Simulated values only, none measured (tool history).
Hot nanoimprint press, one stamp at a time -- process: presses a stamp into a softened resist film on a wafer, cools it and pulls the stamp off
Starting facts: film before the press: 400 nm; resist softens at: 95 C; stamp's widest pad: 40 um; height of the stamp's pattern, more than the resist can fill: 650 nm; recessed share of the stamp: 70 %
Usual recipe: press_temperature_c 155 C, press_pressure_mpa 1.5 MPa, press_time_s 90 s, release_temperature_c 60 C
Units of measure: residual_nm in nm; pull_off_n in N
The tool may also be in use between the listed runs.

Run 1, day 0: usual settings. Result: residual_nm 149.2 nm, pull_off_n 197 N.
Run 2, day 1.75: usual settings. Result: residual_nm 154.1 nm, pull_off_n 199 N.
Run 3, day 3.304: usual settings. Result: residual_nm 150.9 nm, pull_off_n 201 N.
At day 4.225: stamp cleaned and given a new release coat.
Run 4, day 5.488: usual settings but press_pressure_mpa 1.1 MPa. Result: residual_nm 180.7 nm, pull_off_n 196 N.
Run 5, day 6.442: usual settings but release_temperature_c 58 C. Result: residual_nm 153.3 nm, pull_off_n 211 N.
Run 6, day 8.317: usual settings but release_temperature_c 58 C. Result: residual_nm 153.5 nm, pull_off_n 213 N.
Run 7, day 9.567: usual settings but release_temperature_c 58 C. Result: residual_nm 153.8 nm, pull_off_n 214 N.
Run 8, day 10.396: usual settings but release_temperature_c 58 C. Result: residual_nm 152.4 nm, pull_off_n 212 N.
At day 12.046: stamp cleaned and given a new release coat.
Run 9, day 12.158: usual settings but release_temperature_c 58 C. Result: residual_nm 153.6 nm, pull_off_n 207 N.
Run 10, day 12.962: usual settings but press_pressure_mpa 0.96 MPa, press_time_s 150 s. Result: residual_nm 164.2 nm, pull_off_n 201 N.
Run 11, day 14.508: usual settings but press_pressure_mpa 0.96 MPa, press_time_s 150 s, release_temperature_c 67 C. Result: residual_nm 165.1 nm, pull_off_n 162 N.
Run 12, day 16.104: usual settings but press_temperature_c 160 C, press_pressure_mpa 2.34 MPa, press_time_s 101 s, release_temperature_c 67 C. Result: residual_nm 88.8 nm, pull_off_n 161 N.
At day 16.367: plate thermocouple calibrated.
Run 13, day 17.262: usual settings but press_pressure_mpa 1.72 MPa, press_time_s 86 s. Result: residual_nm 150.3 nm, pull_off_n 203 N.
Run 14, day 18.896: usual settings but press_temperature_c 153 C, press_pressure_mpa 1.72 MPa, press_time_s 86 s, release_temperature_c 49 C. Result: residual_nm 167.7 nm, pull_off_n 275 N.
At day 20.012: stamp cleaned and given a new release coat.
Run 15, day 20.288: usual settings but press_temperature_c 146 C, press_pressure_mpa 0.95 MPa. Result: residual_nm 301.8 nm, pull_off_n 199 N.
At day 21.392: plate thermocouple calibrated, once more.
Run 16, day 21.829: usual settings but press_temperature_c 146 C, press_pressure_mpa 0.95 MPa, press_time_s 84 s, release_temperature_c 52 C. Result: residual_nm 293.4 nm, pull_off_n 244 N.
Run 17, day 23.512: usual settings but press_pressure_mpa 2.26 MPa, release_temperature_c 46 C. Result: residual_nm 117.6 nm, pull_off_n 282 N.

Branching from run 17: 4 alternative next runs. What would each branch give?
Run A, day 24.55: usual settings but press_pressure_mpa 0.93 MPa, release_temperature_c 46 C. Result: residual_nm ?, pull_off_n ?.
Run B, day 24.55: usual settings but press_pressure_mpa 1.97 MPa, press_time_s 158 s. Result: residual_nm ?, pull_off_n ?.
Run C, day 24.55: usual settings but press_temperature_c 160 C, press_pressure_mpa 1.17 MPa, release_temperature_c 66 C. Result: residual_nm ?, pull_off_n ?.
Run D, day 24.55: usual settings but press_pressure_mpa 1.3 MPa, release_temperature_c 48 C. Result: residual_nm ?, pull_off_n ?.

run  residual_nm  pull_off_n
  A        196.7         281
  B        103.8         198
  C        134.8         163
  D        163.4         268
Without the tool's unlogged condition, the same runs would have read:
run  residual_nm  pull_off_n
  A        193.9         273
  B        101.3         192
  C        132.6         158
  D        160.5         260
